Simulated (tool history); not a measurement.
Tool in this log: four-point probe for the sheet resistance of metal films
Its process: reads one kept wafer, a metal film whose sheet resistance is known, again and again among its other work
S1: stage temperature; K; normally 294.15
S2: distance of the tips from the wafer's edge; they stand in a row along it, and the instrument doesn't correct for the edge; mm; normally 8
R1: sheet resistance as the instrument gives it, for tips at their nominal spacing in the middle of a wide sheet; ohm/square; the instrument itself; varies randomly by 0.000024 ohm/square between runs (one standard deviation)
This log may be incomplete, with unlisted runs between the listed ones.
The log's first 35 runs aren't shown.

run    hour      S1  S2        R1
 36  1705.4  298.15   5  0.120020
 37  1768.3  298.15   5  0.120004
 38  1797.5  292.15  19  0.118312
 39  1854.1  292.15   9  0.118504
 40  1912.3  292.15   9  0.118529
 41  1967.0  301.15  64  0.119357
 42  2001.9  296.15  46  0.118751
 43  2066.4  296.15  46  0.118723
 44  2119.2  294.15  38  0.118473
 45  2157.5  294.15   3  0.121211

Predict each of these 3 candidate next runs independently; none follows another, all start after run 45:
  A  2207.0  294.15  17   ?
  B  2207.0  303.15   3   ?
  C  2207.0  302.15  14   ?

run        R1
  A  0.118520
  B  0.122377
  C  0.119590
Without the tool's unlogged condition, the same runs would have read:
run        R1
  A  0.119630
  B  0.123528
  C  0.120716
